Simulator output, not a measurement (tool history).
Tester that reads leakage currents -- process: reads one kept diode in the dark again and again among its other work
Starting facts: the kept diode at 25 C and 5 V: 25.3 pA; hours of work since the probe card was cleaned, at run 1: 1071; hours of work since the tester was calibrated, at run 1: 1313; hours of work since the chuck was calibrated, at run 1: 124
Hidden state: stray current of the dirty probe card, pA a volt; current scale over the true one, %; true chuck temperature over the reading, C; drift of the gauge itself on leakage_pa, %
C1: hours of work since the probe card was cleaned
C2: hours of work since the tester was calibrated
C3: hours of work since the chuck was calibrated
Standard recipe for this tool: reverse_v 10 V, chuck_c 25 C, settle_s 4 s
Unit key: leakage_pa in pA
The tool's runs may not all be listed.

Run 1, hour 0: usual settings; C1 1071; C2 1313; C3 124. Result: leakage_pa 39.59 pA.
Run 2, hour 153.1: usual settings; C1 1153; C2 1395; C3 206. Result: leakage_pa 39.94 pA.
Run 3, hour 237.3: usual settings; C1 1198; C2 1440; C3 251. Result: leakage_pa 40.53 pA.
Run 4, hour 365.5: usual settings; C1 1267; C2 1509; C3 319. Result: leakage_pa 40.59 pA.
Run 5, hour 529.1: usual settings but reverse_v 15.6 V; C1 1354; C2 1596; C3 407. Result: leakage_pa 52.47 pA.
Run 6, hour 633.5: usual settings but reverse_v 15.6 V, settle_s 0.86 s; C1 1410; C2 1652; C3 462. Result: leakage_pa 55.27 pA.
Run 7, hour 704.6: usual settings but settle_s 8.15 s; C1 1448; C2 1690; C3 500. Result: leakage_pa 41.09 pA.
At hour 718.3: probe card cleaned and baked.
Run 8, hour 832.7: usual settings but reverse_v 10.2 V, settle_s 5.49 s; C1 61; C2 1757; C3 567. Result: leakage_pa 42.39 pA.
Run 9, hour 930.9: usual settings but reverse_v 9 V, chuck_c 52 C; C1 114; C2 1809; C3 620. Result: leakage_pa 314.44 pA.
Run 10, hour 1057.8: usual settings but reverse_v 5.3 V, chuck_c 52 C, settle_s 0.97 s; C1 181; C2 1877; C3 688. Result: leakage_pa 238.96 pA.
At hour 1161.4: probe card cleaned and baked, once more.
Run 11, hour 1232.7: usual settings but reverse_v 3.1 V, chuck_c 29 C; C1 38; C2 1969; C3 780. Result: leakage_pa 30.03 pA.
Run 12, hour 1376.1: usual settings but chuck_c 30 C, settle_s 0.66 s; C1 115; C2 2046; C3 856. Result: leakage_pa 62.79 pA.
Run 13, hour 1458.4: usual settings but chuck_c 39 C, settle_s 1.27 s; C1 159; C2 2090; C3 900. Result: leakage_pa 125.8 pA.
Run 14, hour 1604.4: usual settings but reverse_v 7.6 V, chuck_c 38 C, settle_s 2.83 s; C1 237; C2 2168; C3 978. Result: leakage_pa 101.13 pA.

5 ways to go on from here, each from the tool as it stands after run 14. What would each give?
Run A, hour 1685.6: usual settings but reverse_v 1.5 V, chuck_c 54 C, settle_s 1.1 s; C1 280; C2 2211; C3 1022. Result: leakage_pa ?.
Run B, hour 1685.6: usual settings but chuck_c 38 C, settle_s 8.33 s; C1 280; C2 2211; C3 1022. Result: leakage_pa ?.
Run C, hour 1685.6: usual settings but reverse_v 2.4 V, chuck_c 39 C; C1 280; C2 2211; C3 1022. Result: leakage_pa ?.
Run D, hour 1685.6: usual settings but reverse_v 1.6 V, chuck_c 35 C, settle_s 2.83 s; C1 280; C2 2211; C3 1022. Result: leakage_pa ?.
Run E, hour 1685.6: usual settings but reverse_v 6.4 V, chuck_c 58 C, settle_s 4.74 s; C1 280; C2 2211; C3 1022. Result: leakage_pa ?.

run  leakage_pa
  A       145.6
  B      116.66
  C       60.44
  D       35.57
  E      410.04
Stripped of hidden state, with their random variation kept, the same runs would have yielded:
run  leakage_pa
  A      135.12
  B      107.08
  C       55.65
  D       32.68
  E      380.93
